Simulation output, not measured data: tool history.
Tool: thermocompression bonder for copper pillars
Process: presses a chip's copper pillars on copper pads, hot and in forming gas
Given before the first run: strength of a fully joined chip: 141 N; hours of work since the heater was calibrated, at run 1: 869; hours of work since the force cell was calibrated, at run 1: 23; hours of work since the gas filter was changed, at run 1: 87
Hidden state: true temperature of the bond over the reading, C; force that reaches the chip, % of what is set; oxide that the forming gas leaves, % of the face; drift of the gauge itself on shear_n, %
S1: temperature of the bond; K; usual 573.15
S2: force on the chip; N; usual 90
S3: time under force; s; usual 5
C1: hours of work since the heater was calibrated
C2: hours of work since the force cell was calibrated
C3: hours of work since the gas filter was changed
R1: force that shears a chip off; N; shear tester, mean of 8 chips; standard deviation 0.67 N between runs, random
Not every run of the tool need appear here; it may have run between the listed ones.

{"run": 1, "day": 0.0, "S1": 573.15, "S2": 90, "S3": 5, "C1": 869, "C2": 23, "C3": 87, "R1": 72.2}
{"run": 2, "day": 0.762, "S1": 573.15, "S2": 90, "S3": 5, "C1": 879, "C2": 33, "C3": 96, "R1": 72.5}
{"run": 3, "day": 1.425, "S1": 573.15, "S2": 90, "S3": 5, "C1": 887, "C2": 41, "C3": 105, "R1": 71.4}
{"run": 4, "day": 2.225, "S1": 602.15, "S2": 90, "S3": 5, "C1": 897, "C2": 51, "C3": 115, "R1": 92.0}
{"run": 5, "day": 2.879, "S1": 602.15, "S2": 90, "S3": 5, "C1": 905, "C2": 59, "C3": 123, "R1": 92.2}
{"run": 6, "day": 3.558, "S1": 543.15, "S2": 90, "S3": 5, "C1": 914, "C2": 68, "C3": 132, "R1": 51.5}
{"run": 7, "day": 4.379, "S1": 556.15, "S2": 90, "S3": 5, "C1": 924, "C2": 78, "C3": 142, "R1": 59.7}
{"run": 8, "day": 4.85, "S1": 556.15, "S2": 90, "S3": 5, "C1": 930, "C2": 84, "C3": 148, "R1": 59.1}
{"run": 9, "day": 5.442, "S1": 573.15, "S2": 90, "S3": 5, "C1": 938, "C2": 92, "C3": 156, "R1": 71.9}
{"day": 5.788, "done": "forming gas filter changed"}
{"run": 10, "day": 6.296, "S1": 573.15, "S2": 90, "S3": 8, "C1": 948, "C2": 102, "C3": 6, "R1": 85.9}
{"run": 11, "day": 6.85, "S1": 573.15, "S2": 90, "S3": 5, "C1": 955, "C2": 109, "C3": 13, "R1": 72.8}
{"run": 12, "day": 7.558, "S1": 573.15, "S2": 90, "S3": 5, "C1": 964, "C2": 118, "C3": 22, "R1": 72.6}
{"run": 13, "day": 8.046, "S1": 573.15, "S2": 90, "S3": 5, "C1": 970, "C2": 124, "C3": 29, "R1": 74.7}
{"day": 8.408, "done": "heater calibrated with a thermocouple chip"}
{"run": 14, "day": 9.062, "S1": 573.15, "S2": 60, "S3": 5, "C1": 8, "C2": 136, "C3": 40, "R1": 49.3}
{"run": 15, "day": 9.912, "S1": 573.15, "S2": 60, "S3": 5, "C1": 19, "C2": 147, "C3": 51, "R1": 50.1}
{"run": 16, "day": 10.321, "S1": 573.15, "S2": 60, "S3": 5, "C1": 24, "C2": 152, "C3": 56, "R1": 49.1}
{"run": 17, "day": 10.854, "S1": 573.15, "S2": 100, "S3": 5, "C1": 31, "C2": 159, "C3": 63, "R1": 69.3}
{"run": 18, "day": 11.625, "S1": 573.15, "S2": 90, "S3": 5, "C1": 41, "C2": 169, "C3": 73, "R1": 64.9}
{"run": 19, "day": 12.233, "S1": 573.15, "S2": 90, "S3": 5, "C1": 48, "C2": 176, "C3": 80, "R1": 64.6}
{"run": 20, "day": 12.704, "S1": 573.15, "S2": 90, "S3": 5, "C1": 54, "C2": 182, "C3": 86, "R1": 67.1}
{"run": 21, "day": 13.638, "S1": 573.15, "S2": 90, "S3": 5, "C1": 66, "C2": 194, "C3": 98, "R1": 64.8}
{"run": 22, "day": 14.396, "S1": 550.15, "S2": 71, "S3": 5, "C1": 76, "C2": 204, "C3": 108, "R1": 41.2}
{"run": 23, "day": 15.071, "S1": 550.15, "S2": 71, "S3": 11, "C1": 84, "C2": 212, "C3": 116, "R1": 57.2}
{"run": 24, "day": 15.554, "S1": 550.15, "S2": 55, "S3": 12, "C1": 90, "C2": 218, "C3": 122, "R1": 48.4}
{"run": 25, "day": 16.096, "S1": 550.15, "S2": 55, "S3": 12, "C1": 97, "C2": 225, "C3": 129, "R1": 48.7}
{"run": 26, "day": 16.533, "S1": 583.15, "S2": 110, "S3": 9, "C1": 103, "C2": 231, "C3": 135, "R1": 97.2}
{"run": 27, "day": 17.217, "S1": 570.15, "S2": 110, "S3": 5, "C1": 111, "C2": 239, "C3": 143, "R1": 71.5}
{"run": 28, "day": 18.158, "S1": 557.15, "S2": 110, "S3": 10, "C1": 123, "C2": 251, "C3": 155, "R1": 80.5}
{"day": 18.525, "done": "forming gas filter changed"}
{"run": 29, "day": 18.996, "S1": 559.15, "S2": 90, "S3": 6, "C1": 134, "C2": 262, "C3": 6, "R1": 60.4}
{"run": 30, "day": 19.933, "S1": 559.15, "S2": 90, "S3": 6, "C1": 146, "C2": 274, "C3": 18, "R1": 60.9}
{"run": 31, "day": 20.462, "S1": 559.15, "S2": 90, "S3": 6, "C1": 152, "C2": 280, "C3": 25, "R1": 59.9}
{"run": 32, "day": 21.192, "S1": 559.15, "S2": 90, "S3": 6, "C1": 161, "C2": 289, "C3": 34, "R1": 60.9}
{"run": 33, "day": 21.829, "S1": 548.15, "S2": 87, "S3": 13, "C1": 169, "C2": 298, "C3": 42, "R1": 69.2}
{"run": 34, "day": 22.762, "S1": 587.15, "S2": 125, "S3": 7, "C1": 181, "C2": 309, "C3": 54, "R1": 100.7}
{"run": 35, "day": 23.258, "S1": 551.15, "S2": 125, "S3": 5, "C1": 188, "C2": 316, "C3": 60, "R1": 65.3}
{"run": 36, "day": 23.883, "S1": 595.15, "S2": 68, "S3": 7, "C1": 195, "C2": 323, "C3": 68, "R1": 77.4}
{"run": 37, "day": 24.412, "S1": 595.15, "S2": 79, "S3": 7, "C1": 202, "C2": 330, "C3": 74, "R1": 84.9}
{"run": 38, "day": 24.958, "S1": 556.15, "S2": 66, "S3": 8, "C1": 209, "C2": 337, "C3": 81, "R1": 52.5}
{"run": 39, "day": 25.55, "S1": 556.15, "S2": 66, "S3": 8, "C1": 217, "C2": 345, "C3": 89, "R1": 52.0}
{"run": 40, "day": 26.179, "S1": 556.15, "S2": 66, "S3": 8, "C1": 225, "C2": 353, "C3": 97, "R1": 52.5}

Predict each of these 4 candidate next runs independently; none follows another, all start after run 40:
{"run": "A", "day": 26.804, "S1": 591.15, "S2": 101, "S3": 4, "C1": 232, "C2": 360, "C3": 105, "R1": "?"}
{"run": "B", "day": 26.804, "S1": 575.15, "S2": 58, "S3": 4, "C1": 232, "C2": 360, "C3": 105, "R1": "?"}
{"run": "C", "day": 26.804, "S1": 556.15, "S2": 69, "S3": 8, "C1": 232, "C2": 360, "C3": 105, "R1": "?"}
{"run": "D", "day": 26.804, "S1": 592.15, "S2": 91, "S3": 3, "C1": 232, "C2": 360, "C3": 105, "R1": "?"}

run=A R1=78.4
run=B R1=45.5
run=C R1=53.4
run=D R1=68.6
Stripped of hidden state, with their random variation kept, the same runs would have yielded:
run=A R1=79.8
run=B R1=46.2
run=C R1=54.2
run=D R1=69.8
